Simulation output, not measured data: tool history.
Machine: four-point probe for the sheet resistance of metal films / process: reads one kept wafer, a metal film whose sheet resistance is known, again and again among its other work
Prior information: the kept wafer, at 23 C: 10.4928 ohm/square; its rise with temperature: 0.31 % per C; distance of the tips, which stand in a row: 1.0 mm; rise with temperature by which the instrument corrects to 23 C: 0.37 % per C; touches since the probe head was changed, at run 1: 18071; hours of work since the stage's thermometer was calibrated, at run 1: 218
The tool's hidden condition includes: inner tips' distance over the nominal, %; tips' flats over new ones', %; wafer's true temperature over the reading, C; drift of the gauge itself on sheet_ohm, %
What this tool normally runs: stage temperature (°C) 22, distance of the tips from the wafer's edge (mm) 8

run	day	stage temperature (°C)	distance of the tips from the wafer's edge (mm)	touches since the probe head was changed	hours of work since the stage's thermometer was calibrated	sheet resistance as the instrument gives it (ohm/square)
1	0.000	22	8	18071	218	10.616513
2	0.638	22	8	18444	230	10.618866
3	1.333	22	8	18853	243	10.616828
4	1.912	22	8	19193	254	10.612973
5	3.088	27	8	19885	276	10.585264
6	4.217	27	8	20547	297	10.584544
7	5.504	27	8	21303	322	10.582168
8	6.296	27	8	21770	337	10.582805
9	7.488	22	8	22469	359	10.615043
10	8.338	22	53	22968	375	10.526276
11	9.358	22	13	23567	395	10.561862
12	10.067	20	8	23983	408	10.625167
13	10.721	20	8	24367	420	10.629472
14	11.292	22	8	24701	431	10.612749
15	12.625	22	8	25485	456	10.611922
16	13.588	22	8	26052	474	10.614699
17	14.633	22	8	26666	494	10.610017
18	15.800	22	8	27350	516	10.614216
19	16.383	35	8	27693	527	10.531659
20	17.408	30	8	28295	547	10.559831
21	18.217	26	8	28770	562	10.581190
22	18.900	26	8	29171	575	10.585009
23	19.962	34	8	29795	595	10.530783
24	21.092	19	43	30457	616	10.544354
25	22.392	19	43	31221	641	10.541737
26	23.208	29	43	31701	656	10.478912
27	24.058	21	4	32200	672	10.869911
28	25.350	26	8	32959	697	10.582219
29	26.038	30	11	33362	710	10.515762
30	27.246	27	9	34071	732	10.556966
31	28.575	23	8	34852	758	10.599209
32	29.542	33	38	35420	776	10.453885
33	30.662	33	38	36078	797	10.452099
34	31.742	33	38	36712	817	10.455851
35	32.833	22	11	37354	838	10.560497
36	33.833	19	4	37941	857	10.877608
37	35.142	34	4	38708	882	10.778752
38	36.358	21	3	39424	905	11.115709
39	37.558	18	4	40129	927	10.884200
40	38.533	18	4	40702	946	10.886450
41	39.138	18	4	41057	957	10.882469
42	39.717	23	22	41396	968	10.515810
43	40.417	18	54	41808	981	10.540441
44	41.200	18	54	42268	996	10.539796
45	42.008	18	54	42741	1011	10.545313

Pick out some run-to-run changes in sheet resistance as the instrument gives it (ohm/square). Of each, how much would a tool without hidden state show as well, from the settings, what came in and chance, and how much is left for the hidden state and any gauge scatter not in both results compared?
Run 23 -> 24: stage temperature (°C) 34 -> 19, distance of the tips from the wafer's edge (mm) 8 -> 43. sheet resistance as the instrument gives it (ohm/square) +0.013571: hidden state -0.000716, all else +0.014287.
Run 26 -> 27: stage temperature (°C) 29 -> 21, distance of the tips from the wafer's edge (mm) 43 -> 4. sheet resistance as the instrument gives it (ohm/square) +0.390999: hidden state +0.000189, all else +0.390810.
Run 27 -> 28: stage temperature (°C) 21 -> 26, distance of the tips from the wafer's edge (mm) 4 -> 8. sheet resistance as the instrument gives it (ohm/square) -0.287692: hidden state -0.000856, all else -0.286836.
Run 37 -> 38: stage temperature (°C) 34 -> 21, distance of the tips from the wafer's edge (mm) 4 -> 3. sheet resistance as the instrument gives it (ohm/square) +0.336957: hidden state -0.000459, all else +0.337416.
Run 38 -> 39: stage temperature (°C) 21 -> 18, distance of the tips from the wafer's edge (mm) 3 -> 4. sheet resistance as the instrument gives it (ohm/square) -0.231509: hidden state -0.000861, all else -0.230648.
Run 41 -> 42: stage temperature (°C) 18 -> 23, distance of the tips from the wafer's edge (mm) 4 -> 22. sheet resistance as the instrument gives it (ohm/square) -0.366659: hidden state -0.000463, all else -0.366196.

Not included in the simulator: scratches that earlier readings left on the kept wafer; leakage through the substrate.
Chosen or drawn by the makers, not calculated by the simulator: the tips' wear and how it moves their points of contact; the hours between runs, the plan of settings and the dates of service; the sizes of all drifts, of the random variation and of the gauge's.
